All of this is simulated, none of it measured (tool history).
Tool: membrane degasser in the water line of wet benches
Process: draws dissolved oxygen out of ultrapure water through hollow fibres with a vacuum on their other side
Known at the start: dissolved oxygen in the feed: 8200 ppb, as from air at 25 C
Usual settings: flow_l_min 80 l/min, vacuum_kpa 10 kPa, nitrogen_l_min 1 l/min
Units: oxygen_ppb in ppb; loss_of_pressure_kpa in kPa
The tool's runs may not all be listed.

run 1 day=0 | flow_l_min=80 vacuum_kpa=10 nitrogen_l_min=1 | oxygen_ppb=851.5 loss_of_pressure_kpa=33.66
run 2 day=1.529 | flow_l_min=80 vacuum_kpa=10 nitrogen_l_min=1 | oxygen_ppb=859.6 loss_of_pressure_kpa=33.84
run 3 day=3.021 | flow_l_min=80 vacuum_kpa=10 nitrogen_l_min=1 | oxygen_ppb=857.8 loss_of_pressure_kpa=33.8
run 4 day=4.033 | flow_l_min=80 vacuum_kpa=10 nitrogen_l_min=1 | oxygen_ppb=859.6 loss_of_pressure_kpa=33.7
run 5 day=6.104 | flow_l_min=80 vacuum_kpa=11.1 nitrogen_l_min=1 | oxygen_ppb=981.8 loss_of_pressure_kpa=33.95
run 6 day=8.133 | flow_l_min=80 vacuum_kpa=24.4 nitrogen_l_min=1 | oxygen_ppb=2276.5 loss_of_pressure_kpa=33.41
run 7 day=9.225 | flow_l_min=80 vacuum_kpa=24.4 nitrogen_l_min=1 | oxygen_ppb=2278.8 loss_of_pressure_kpa=33.99
run 8 day=10.183 | flow_l_min=80 vacuum_kpa=10 nitrogen_l_min=1 | oxygen_ppb=859.9 loss_of_pressure_kpa=33.59
run 9 day=12.146 | flow_l_min=80 vacuum_kpa=10 nitrogen_l_min=1.87 | oxygen_ppb=560.2 loss_of_pressure_kpa=33.96
run 10 day=13.175 | flow_l_min=80 vacuum_kpa=10 nitrogen_l_min=1.87 | oxygen_ppb=558.5 loss_of_pressure_kpa=33.66
-- day=13.312 vacuum gauge calibrated
run 11 day=14.492 | flow_l_min=114 vacuum_kpa=12 nitrogen_l_min=0.46 | oxygen_ppb=1928.6 loss_of_pressure_kpa=48.18
run 12 day=16.008 | flow_l_min=62 vacuum_kpa=11.9 nitrogen_l_min=0.43 | oxygen_ppb=1481.7 loss_of_pressure_kpa=26.02
run 13 day=17.992 | flow_l_min=62 vacuum_kpa=11.9 nitrogen_l_min=0.43 | oxygen_ppb=1494.7 loss_of_pressure_kpa=26.19
run 14 day=19.871 | flow_l_min=51 vacuum_kpa=10 nitrogen_l_min=1.15 | oxygen_ppb=567.8 loss_of_pressure_kpa=21.47
-- day=20.2 vacuum gauge calibrated, once more
run 15 day=21.388 | flow_l_min=51 vacuum_kpa=10 nitrogen_l_min=1.15 | oxygen_ppb=558.2 loss_of_pressure_kpa=21.52

Run 16 comes next. What will it give?
run 16 day=23.504 | flow_l_min=51 vacuum_kpa=10 nitrogen_l_min=1.15 | oxygen_ppb=? loss_of_pressure_kpa=?

{"run 16": {"oxygen_ppb": 562.2, "loss_of_pressure_kpa": 21.51}}
Without the tool's hidden state the same run would have given oxygen_ppb 563.2 ppb, loss_of_pressure_kpa 21.37 kPa.

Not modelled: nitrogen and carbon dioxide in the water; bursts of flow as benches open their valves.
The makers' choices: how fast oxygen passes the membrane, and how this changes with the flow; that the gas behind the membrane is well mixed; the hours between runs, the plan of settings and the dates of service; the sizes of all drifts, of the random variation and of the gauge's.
